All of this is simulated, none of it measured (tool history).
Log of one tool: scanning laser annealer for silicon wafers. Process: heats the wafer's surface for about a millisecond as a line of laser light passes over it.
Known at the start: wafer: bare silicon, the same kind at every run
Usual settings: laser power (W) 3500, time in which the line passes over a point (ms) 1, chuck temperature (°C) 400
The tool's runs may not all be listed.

run,day,laser power (W),time in which the line passes over a point (ms),chuck temperature (°C),highest temperature of the surface (°C)
1,0,3500,1,400,1197
2,0.688,3500,1,400,1198
3,1.108,3692,1,400,1248
4,1.671,3692,1,400,1239
5,2.496,3500,0.89,400,1139
6,3.421,3486,1,400,1193
7,4.296,3479,1,400,1183
8,5.012,3479,1,400,1185
9,5.662,3500,1,400,1184
10,6.654,3500,1.2,400,1278
11,7.112,3500,1,400,1187
# day 7.979: optics aligned, line set to its width
12,8.038,3500,1,400,1198
13,8.733,3500,1,400,1196
14,9.154,3500,1,400,1198
# day 9.288: window over the wafer cleaned
15,9.792,3500,1,400,1175
16,10.525,3500,1,400,1175
17,11.325,3500,1,400,1169
# day 11.638: window over the wafer cleaned, once more
18,11.992,3500,1,400,1230
19,12.5,3500,0.92,433,1224
20,13.379,3500,0.92,370,1160
21,13.962,3500,0.92,370,1157
22,14.629,3500,0.92,370,1156
23,15.167,3658,1,392,1262
24,15.929,3549,1,387,1226
25,16.562,3481,0.74,435,1122
26,17.212,3481,0.74,435,1122
27,17.654,3481,0.74,366,1052
28,18.542,3481,0.74,366,1050
29,19.129,3216,1,400,1145

The same runs without the tool's hidden state, with the same run-to-run variation:
The hidden state here: light that passes the window, % of a clean one's; laser's true power over the reading, %; width of the line over the set one, %; drift of the gauge itself on peak_c, C.
run,highest temperature of the surface (°C)
1,1232
2,1234
3,1286
4,1278
5,1174
6,1232
7,1222
8,1224
9,1225
10,1324
11,1229
12,1233
13,1231
14,1234
15,1231
16,1232
17,1227
18,1232
19,1226
20,1163
21,1160
22,1160
23,1267
24,1231
25,1127
26,1127
27,1057
28,1057
29,1152
